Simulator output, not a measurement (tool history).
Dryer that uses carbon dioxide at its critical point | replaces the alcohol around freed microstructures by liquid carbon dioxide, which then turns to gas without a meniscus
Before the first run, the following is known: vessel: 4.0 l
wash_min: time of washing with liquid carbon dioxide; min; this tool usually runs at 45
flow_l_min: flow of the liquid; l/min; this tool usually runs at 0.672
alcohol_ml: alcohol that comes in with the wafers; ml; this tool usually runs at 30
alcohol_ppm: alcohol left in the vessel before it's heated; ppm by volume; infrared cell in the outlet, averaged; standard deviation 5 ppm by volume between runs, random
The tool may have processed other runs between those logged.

{"run": 1, "hour": 0.0, "wash_min": 45, "flow_l_min": 0.672, "alcohol_ml": 30, "alcohol_ppm": 25}
{"run": 2, "hour": 33.4, "wash_min": 53, "flow_l_min": 0.672, "alcohol_ml": 30, "alcohol_ppm": 32}
{"run": 3, "hour": 63.1, "wash_min": 53, "flow_l_min": 0.672, "alcohol_ml": 30, "alcohol_ppm": 24}
{"run": 4, "hour": 91.3, "wash_min": 53, "flow_l_min": 0.672, "alcohol_ml": 30, "alcohol_ppm": 34}
{"run": 5, "hour": 109.5, "wash_min": 56, "flow_l_min": 0.672, "alcohol_ml": 30, "alcohol_ppm": 31}
{"run": 6, "hour": 134.1, "wash_min": 56, "flow_l_min": 0.672, "alcohol_ml": 30, "alcohol_ppm": 24}
{"run": 7, "hour": 166.6, "wash_min": 56, "flow_l_min": 0.672, "alcohol_ml": 30, "alcohol_ppm": 44}
{"run": 8, "hour": 182.3, "wash_min": 56, "flow_l_min": 0.672, "alcohol_ml": 30, "alcohol_ppm": 39}
{"run": 9, "hour": 217.2, "wash_min": 45, "flow_l_min": 0.672, "alcohol_ml": 30, "alcohol_ppm": 46}
{"run": 10, "hour": 249.8, "wash_min": 45, "flow_l_min": 0.672, "alcohol_ml": 30, "alcohol_ppm": 50}
{"run": 11, "hour": 273.0, "wash_min": 45, "flow_l_min": 0.672, "alcohol_ml": 30, "alcohol_ppm": 44}
{"run": 12, "hour": 288.0, "wash_min": 54, "flow_l_min": 0.672, "alcohol_ml": 30, "alcohol_ppm": 43}
{"run": 13, "hour": 305.1, "wash_min": 44, "flow_l_min": 0.672, "alcohol_ml": 30, "alcohol_ppm": 53}
{"run": 14, "hour": 339.6, "wash_min": 44, "flow_l_min": 0.672, "alcohol_ml": 30, "alcohol_ppm": 54}
{"run": 15, "hour": 370.4, "wash_min": 41, "flow_l_min": 0.444, "alcohol_ml": 50, "alcohol_ppm": 397}
{"run": 16, "hour": 398.0, "wash_min": 45, "flow_l_min": 0.815, "alcohol_ml": 25, "alcohol_ppm": 40}
{"run": 17, "hour": 420.1, "wash_min": 29, "flow_l_min": 1.103, "alcohol_ml": 40, "alcohol_ppm": 55}
{"run": 18, "hour": 441.4, "wash_min": 39, "flow_l_min": 0.679, "alcohol_ml": 56, "alcohol_ppm": 111}
{"run": 19, "hour": 472.7, "wash_min": 49, "flow_l_min": 0.672, "alcohol_ml": 22, "alcohol_ppm": 55}
{"run": 20, "hour": 495.1, "wash_min": 49, "flow_l_min": 0.672, "alcohol_ml": 22, "alcohol_ppm": 51}

For run 21, what comes out?
{"run": 21, "hour": 513.2, "wash_min": 47, "flow_l_min": 0.974, "alcohol_ml": 23, "alcohol_ppm": "?"}

For run 21 the tool returned alcohol_ppm 54 ppm by volume.
With no hidden state in the tool, this same run would have given alcohol_ppm 14 ppm by volume.
